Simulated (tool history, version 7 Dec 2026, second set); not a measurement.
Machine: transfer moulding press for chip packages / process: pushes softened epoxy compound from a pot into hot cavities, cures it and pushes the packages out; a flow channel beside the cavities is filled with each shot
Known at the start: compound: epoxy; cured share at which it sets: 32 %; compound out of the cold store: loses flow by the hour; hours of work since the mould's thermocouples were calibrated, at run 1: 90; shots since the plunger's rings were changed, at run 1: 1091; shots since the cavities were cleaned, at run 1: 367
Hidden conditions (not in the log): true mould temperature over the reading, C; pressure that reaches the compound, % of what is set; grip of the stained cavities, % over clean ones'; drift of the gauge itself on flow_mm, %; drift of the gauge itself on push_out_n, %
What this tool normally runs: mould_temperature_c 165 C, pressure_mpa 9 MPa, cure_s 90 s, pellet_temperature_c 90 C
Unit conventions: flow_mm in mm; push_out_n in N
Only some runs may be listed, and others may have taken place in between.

| run | hour | mould_temperature_c | pressure_mpa | cure_s | pellet_temperature_c | hours of work since the mould's thermocouples were calibrated | shots since the plunger's rings were changed | shots since the cavities were cleaned | incoming compound's hours out of the cold store | flow_mm | push_out_n |
|---|---|---|---|---|---|---|---|---|---|---|---|
| 1 | 0 | 165 | 9 | 90 | 90 | 90 | 1091 | 367 | 24 | 499 | 312 |
|  | 24.8 | cavities cleaned with cleaning compound and waxed |
| 2 | 27.8 | 165 | 9 | 90 | 90 | 109 | 1494 | 46 | 27.6 | 492 | 238 |
| 3 | 48.8 | 165 | 9 | 90 | 90 | 124 | 1814 | 366 | 31.3 | 483 | 307 |
| 4 | 61 | 165 | 9 | 90 | 90 | 133 | 2001 | 553 | 13.9 | 517 | 340 |
|  | 75.3 | cavities cleaned with cleaning compound and waxed |
| 5 | 81.2 | 165 | 9 | 90 | 90 | 147 | 2287 | 89 | 47.7 | 452 | 240 |
| 6 | 102.9 | 165 | 9 | 90 | 90 | 163 | 2619 | 421 | 34.9 | 472 | 326 |
|  | 125.8 | plunger's sealing rings changed |
|  | 127.3 | cavities cleaned with cleaning compound and waxed |
| 7 | 131.9 | 159 | 9 | 90 | 90 | 182 | 69 | 69 | 15.4 | 536 | 327 |
|  | 135.5 | mould's thermocouples calibrated |
| 8 | 160.8 | 159 | 9 | 90 | 90 | 19 | 481 | 481 | 44.1 | 475 | 398 |
|  | 178.8 | cavities cleaned with cleaning compound and waxed |
| 9 | 179.4 | 159 | 9 | 90 | 94 | 31 | 743 | 9 | 19.2 | 525 | 282 |
|  | 189.3 | mould's thermocouples calibrated, once more |
| 10 | 205.1 | 165 | 9.2 | 90 | 90 | 12 | 1105 | 371 | 47 | 462 | 303 |
|  | 230.6 | cavities cleaned with cleaning compound and waxed |
| 11 | 231 | 165 | 9.2 | 90 | 90 | 30 | 1479 | 6 | 32 | 487 | 213 |
| 12 | 244.8 | 161 | 9.2 | 90 | 90 | 40 | 1690 | 217 | 42.2 | 474 | 345 |
| 13 | 258.7 | 161 | 9.2 | 90 | 90 | 50 | 1902 | 429 | 29.2 | 505 | 394 |
| 14 | 272.9 | 172 | 9.2 | 79 | 90 | 61 | 2119 | 646 | 15.9 | 512 | 338 |
|  | 279.8 | cavities cleaned with cleaning compound and waxed |
| 15 | 286.7 | 168 | 9 | 87 | 90 | 70 | 2309 | 106 | 29.4 | 485 | 243 |
| 16 | 312 | 159 | 9 | 92 | 89 | 88 | 2695 | 492 | 29.5 | 497 | 447 |
| 17 | 325.5 | 159 | 9 | 91 | 89 | 98 | 2901 | 698 | 12.6 | 529 | 518 |
|  | 330.1 | plunger's sealing rings changed |
|  | 331.6 | cavities cleaned with cleaning compound and waxed |
| 18 | 353.6 | 165 | 10.64 | 90 | 88 | 116 | 337 | 337 | 47.4 | 500 | 305 |
|  | 380.7 | cavities cleaned with cleaning compound and waxed |
| 19 | 380.7 | 171 | 9 | 90 | 90 | 135 | 728 | 0 | 41.6 | 459 | 188 |
| 20 | 404.4 | 158 | 9.27 | 119 | 90 | 153 | 1090 | 362 | 40 | 488 | 291 |
|  | 429.7 | cavities cleaned with cleaning compound and waxed |
| 21 | 430.4 | 165 | 8.43 | 90 | 96 | 171 | 1466 | 11 | 35.7 | 461 | 224 |
| 22 | 451.9 | 165 | 8.43 | 90 | 96 | 186 | 1794 | 339 | 16.2 | 498 | 310 |
|  | 478.8 | cavities cleaned with cleaning compound and waxed |
| 23 | 481.3 | 160 | 8.43 | 84 | 96 | 207 | 2222 | 39 | 25.9 | 485 | 343 |
| 24 | 500.8 | 168 | 7.54 | 87 | 86 | 222 | 2520 | 337 | 43.2 | 420 | 285 |
| 25 | 521.3 | 169 | 8.67 | 87 | 90 | 237 | 2834 | 651 | 13.5 | 498 | 337 |
|  | 528.3 | cavities cleaned with cleaning compound and waxed |
|  | 532.2 | plunger's sealing rings changed |
| 26 | 542.8 | 173 | 7.02 | 121 | 98 | 250 | 162 | 182 | 8.8 | 463 | 237 |

Below are 4 alternative next runs, each starting from the tool's condition after run 26. Predict each:
| A | 561.1 | 165 | 9 | 87 | 90 | 263 | 443 | 463 | 28.4 | ? | ? |
| B | 561.1 | 165 | 9 | 90 | 80 | 263 | 443 | 463 | 24.8 | ? | ? |
| C | 561.1 | 166 | 10.36 | 112 | 90 | 263 | 443 | 463 | 33.2 | ? | ? |
| D | 561.1 | 165 | 9 | 88 | 90 | 263 | 443 | 463 | 29.6 | ? | ? |

| run | flow_mm | push_out_n |
|---|---|---|
| A | 495 | 337 |
| B | 500 | 335 |
| C | 519 | 291 |
| D | 491 | 341 |
Stripped of hidden state, with their random variation kept, the same runs would have yielded:
| run | flow_mm | push_out_n |
|---|---|---|
| A | 499 | 217 |
| B | 503 | 216 |
| C | 522 | 185 |
| D | 494 | 221 |
